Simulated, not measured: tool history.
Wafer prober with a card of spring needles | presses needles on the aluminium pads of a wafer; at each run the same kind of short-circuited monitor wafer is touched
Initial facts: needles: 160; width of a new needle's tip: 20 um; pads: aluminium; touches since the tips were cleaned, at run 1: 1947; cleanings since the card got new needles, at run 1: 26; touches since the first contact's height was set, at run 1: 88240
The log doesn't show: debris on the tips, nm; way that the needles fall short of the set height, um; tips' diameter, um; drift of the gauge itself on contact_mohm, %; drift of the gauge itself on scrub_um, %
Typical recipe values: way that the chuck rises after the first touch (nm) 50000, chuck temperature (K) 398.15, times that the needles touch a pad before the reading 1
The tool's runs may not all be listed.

run   hour  way that the chuck rises after the first touch (nm)  chuck temperature (K)  times that the needles touch a pad before the reading  touches since the tips were cleaned  cleanings since the card got new needles  touches since the first contact's height was set  resistance of one needle with its contact and lead (mohm)  way that a needle slides on the pad (nm)
  1    0.0                                                50000                 398.15                                                      1                                 1947                                        26                                             88240                                                        116                                      7670
       4.4  -- tips cleaned on abrasive film
  2    7.1                                                50000                 398.15                                                      1                                  704                                        27                                             90084                                                        117                                      7780
  3   12.2                                                50000                 398.15                                                      1                                 2059                                        27                                             91439                                                        115                                      7740
      15.8  -- tips cleaned on abrasive film
  4   18.8                                                50000                 398.15                                                      1                                  803                                        28                                             93145                                                        118                                      7760
      26.9  -- tips cleaned on abrasive film
  5   26.9                                                50000                 398.15                                                      1                                    0                                        29                                             95255                                                        116                                      7720
  6   34.2                                                50000                 398.15                                                      1                                 1899                                        29                                             97154                                                        117                                      7770
      38.4  -- tips cleaned on abrasive film
  7   40.7                                                50000                 398.15                                                      1                                  596                                        30                                             98847                                                        117                                      7780
  8   49.4                                                50000                 398.15                                                      1                                 2898                                        30                                            101149                                                        114                                      7720
      50.1  -- tips cleaned on abrasive film
  9   56.8                                                50000                 398.15                                                      1                                 1766                                        31                                            103063                                                        118                                      7800
      61.4  -- tips cleaned on abrasive film
 10   64.7                                                50000                 398.15                                                      1                                  850                                        32                                            105110                                                        117                                      7850
      72.8  -- tips cleaned on abrasive film
 11   74.1                                                50000                 330.15                                                      1                                  335                                        33                                            107559                                                        108                                      7780
 12   78.4                                                50000                 330.15                                                      1                                 1473                                        33                                            108697                                                        107                                      7760
      84.4  -- tips cleaned on abrasive film
 13   85.4                                                50000                 346.15                                                      1                                  255                                        34                                            110512                                                        108                                      7760
 14   94.1                                                50000                 346.15                                                      1                                 2551                                        34                                            112808                                                        113                                      7740
      95.7  -- tips cleaned on abrasive film
 15   99.1                                                50000                 346.15                                                      1                                  898                                        35                                            114102                                                        109                                      7690
 16  104.1                                                63000                 337.15                                                      1                                 2223                                        35                                            115427                                                        106                                      9890
     107.2  -- tips cleaned on abrasive film
 17  109.9                                                63000                 337.15                                                      1                                  713                                        36                                            116924                                                        109                                      9790
     118.7  -- tips cleaned on abrasive film
 18  119.2                                                63000                 337.15                                                      1                                  139                                        37                                            119345                                                        107                                      9950
 19  127.3                                                63000                 337.15                                                      1                                 2276                                        37                                            121482                                                        106                                      9880
     129.8  -- tips cleaned on abrasive film
 20  135.7                                                63000                 381.15                                                      2                                 1555                                        38                                            123669                                                        112                                      9770
     141.8  -- tips cleaned on abrasive film
 21  145.5                                                44000                 366.15                                                      2                                  982                                        39                                            126212                                                        113                                      6890
 22  151.3                                                44000                 366.15                                                      2                                 2499                                        39                                            127729                                                        115                                      6710
     153.2  -- tips cleaned on abrasive film
 23  160.3                                                36000                 300.15                                                      2                                 1873                                        40                                            130084                                                        106                                      5610
     164.5  -- tips cleaned on abrasive film
 24  166.8                                                36000                 300.15                                                      2                                  610                                        41                                            131774                                                        109                                      5590
 25  175.1                                                33000                 314.15                                                      2                                 2800                                        41                                            133964                                                        112                                      5180

Expected results for the next run?
     175.8  -- tips cleaned on abrasive film
 26  184.3                                                33000                 314.15                                                      2                                 2235                                        42                                            136346                                                          ?                                         ?

For run 26 the tool returned resistance of one needle with its contact and lead (mohm) 113, way that a needle slides on the pad (nm) 5040.
Were there no unlogged condition in the tool, this run, its random variation unchanged, would have produced resistance of one needle with its contact and lead (mohm) 112, way that a needle slides on the pad (nm) 5040.
